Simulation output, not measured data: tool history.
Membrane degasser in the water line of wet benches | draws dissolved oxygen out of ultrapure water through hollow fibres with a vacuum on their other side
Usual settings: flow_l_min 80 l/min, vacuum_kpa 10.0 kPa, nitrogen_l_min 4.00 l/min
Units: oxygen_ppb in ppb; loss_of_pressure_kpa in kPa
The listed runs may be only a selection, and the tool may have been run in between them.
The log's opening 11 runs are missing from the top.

run,hour,flow_l_min,vacuum_kpa,nitrogen_l_min,oxygen_ppb,loss_of_pressure_kpa
# hour 2404.0: seals of the vacuum lines changed
12,2595.7,80,16.4,4.00,602.9,68.99
13,2881.2,80,16.4,4.00,611.8,68.97
14,3136.8,80,16.4,4.00,615.7,69.43
15,3348.6,80,10.0,4.00,354.4,69.30
16,3512.0,80,10.0,4.00,354.1,69.20
17,3664.2,66,16.5,8.06,293.1,57.07
18,3861.1,82,10.0,1.76,642.9,71.38
19,4118.2,71,14.9,8.35,280.3,61.69
# hour 4237.6: membrane cartridge changed
20,4368.7,80,7.8,6.80,163.0,61.46
21,4613.0,70,10.0,2.17,464.7,53.87
22,4817.1,71,15.4,2.61,686.6,55.13
23,4956.4,71,15.4,2.61,679.3,55.11
24,5224.0,71,15.4,2.61,681.2,54.68
25,5498.8,71,15.4,2.61,688.2,55.15
26,5800.2,87,6.1,5.20,157.4,67.34
27,5975.8,96,10.0,5.13,337.1,74.47
28,6266.8,65,9.8,10.93,117.5,51.05

Run 29 is up next; what results do you expect?
29,6452.5,58,9.9,5.96,?,?

oxygen_ppb: 170.6 ppb
loss_of_pressure_kpa: 45.62 kPa
Take away the tool's hidden state, keep the run-to-run variation as it was, and the same run would have given oxygen_ppb 167.7 ppb, loss_of_pressure_kpa 44.94 kPa.
